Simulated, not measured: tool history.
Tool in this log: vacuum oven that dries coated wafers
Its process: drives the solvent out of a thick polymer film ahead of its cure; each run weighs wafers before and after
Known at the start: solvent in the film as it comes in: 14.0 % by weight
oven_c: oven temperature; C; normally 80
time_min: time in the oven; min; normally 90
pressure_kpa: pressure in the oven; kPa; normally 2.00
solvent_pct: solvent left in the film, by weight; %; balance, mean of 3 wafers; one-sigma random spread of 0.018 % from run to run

{"run": 1, "hour": 0.0, "oven_c": 80, "time_min": 90, "pressure_kpa": 2.0, "solvent_pct": 3.45}
{"run": 2, "hour": 7.8, "oven_c": 80, "time_min": 90, "pressure_kpa": 1.79, "solvent_pct": 3.34}
{"run": 3, "hour": 19.6, "oven_c": 80, "time_min": 90, "pressure_kpa": 1.79, "solvent_pct": 3.31}
{"run": 4, "hour": 27.0, "oven_c": 80, "time_min": 121, "pressure_kpa": 2.0, "solvent_pct": 2.46}
{"run": 5, "hour": 35.3, "oven_c": 80, "time_min": 90, "pressure_kpa": 2.0, "solvent_pct": 3.4}
{"run": 6, "hour": 40.7, "oven_c": 80, "time_min": 90, "pressure_kpa": 2.0, "solvent_pct": 3.42}
{"run": 7, "hour": 46.4, "oven_c": 80, "time_min": 90, "pressure_kpa": 2.0, "solvent_pct": 3.42}
{"run": 8, "hour": 57.1, "oven_c": 80, "time_min": 90, "pressure_kpa": 2.0, "solvent_pct": 3.41}
{"run": 9, "hour": 68.3, "oven_c": 80, "time_min": 90, "pressure_kpa": 2.0, "solvent_pct": 3.41}
{"run": 10, "hour": 80.6, "oven_c": 80, "time_min": 90, "pressure_kpa": 2.0, "solvent_pct": 3.41}
{"run": 11, "hour": 91.0, "oven_c": 80, "time_min": 90, "pressure_kpa": 2.0, "solvent_pct": 3.39}
{"run": 12, "hour": 98.2, "oven_c": 80, "time_min": 90, "pressure_kpa": 2.0, "solvent_pct": 3.39}
{"run": 13, "hour": 106.5, "oven_c": 80, "time_min": 90, "pressure_kpa": 2.0, "solvent_pct": 3.4}
{"run": 14, "hour": 115.5, "oven_c": 80, "time_min": 90, "pressure_kpa": 2.0, "solvent_pct": 3.35}
{"run": 15, "hour": 127.4, "oven_c": 80, "time_min": 125, "pressure_kpa": 4.41, "solvent_pct": 3.39}
{"run": 16, "hour": 134.1, "oven_c": 80, "time_min": 125, "pressure_kpa": 4.41, "solvent_pct": 3.4}
{"hour": 136.8, "done": "vacuum gauge cleaned of residue and calibrated"}
{"run": 17, "hour": 146.6, "oven_c": 77, "time_min": 159, "pressure_kpa": 2.69, "solvent_pct": 2.56}
{"run": 18, "hour": 159.6, "oven_c": 81, "time_min": 94, "pressure_kpa": 2.0, "solvent_pct": 3.05}
{"run": 19, "hour": 171.2, "oven_c": 81, "time_min": 94, "pressure_kpa": 2.0, "solvent_pct": 3.01}
{"hour": 178.7, "done": "vacuum gauge cleaned of residue and calibrated, once more"}
{"run": 20, "hour": 180.2, "oven_c": 81, "time_min": 94, "pressure_kpa": 2.0, "solvent_pct": 3.02}
{"run": 21, "hour": 191.4, "oven_c": 81, "time_min": 94, "pressure_kpa": 1.44, "solvent_pct": 2.78}
{"run": 22, "hour": 198.8, "oven_c": 80, "time_min": 90, "pressure_kpa": 2.64, "solvent_pct": 3.61}
{"run": 23, "hour": 209.6, "oven_c": 87, "time_min": 90, "pressure_kpa": 2.0, "solvent_pct": 2.06}
{"run": 24, "hour": 221.7, "oven_c": 87, "time_min": 90, "pressure_kpa": 2.0, "solvent_pct": 2.07}
{"run": 25, "hour": 231.5, "oven_c": 65, "time_min": 113, "pressure_kpa": 1.37, "solvent_pct": 5.59}
{"run": 26, "hour": 239.7, "oven_c": 85, "time_min": 50, "pressure_kpa": 4.8, "solvent_pct": 5.34}
{"run": 27, "hour": 248.8, "oven_c": 80, "time_min": 128, "pressure_kpa": 1.74, "solvent_pct": 2.14}
{"run": 28, "hour": 255.5, "oven_c": 80, "time_min": 128, "pressure_kpa": 1.74, "solvent_pct": 2.12}

Below, some changes in solvent_pct between adjacent runs. For each, the amount present without the hidden state too (settings, incoming material, random variation) and the amount remaining for the hidden state with gauge scatter not shared by both compared results:
Hidden conditions of the tool in this case: true wafer temperature over the reading, C; true pressure over the reading, kPa; drift of the gauge itself on solvent_pct, %.
Run 24 -> 25: oven_c 87 -> 65, time_min 90 -> 113, pressure_kpa 2.00 -> 1.37. solvent_pct +3.52 %: hidden state -0.05, all else +3.57.
Run 26 -> 27: oven_c 85 -> 80, time_min 50 -> 128, pressure_kpa 4.80 -> 1.74. solvent_pct -3.20 %: hidden state +0.05, all else -3.25.

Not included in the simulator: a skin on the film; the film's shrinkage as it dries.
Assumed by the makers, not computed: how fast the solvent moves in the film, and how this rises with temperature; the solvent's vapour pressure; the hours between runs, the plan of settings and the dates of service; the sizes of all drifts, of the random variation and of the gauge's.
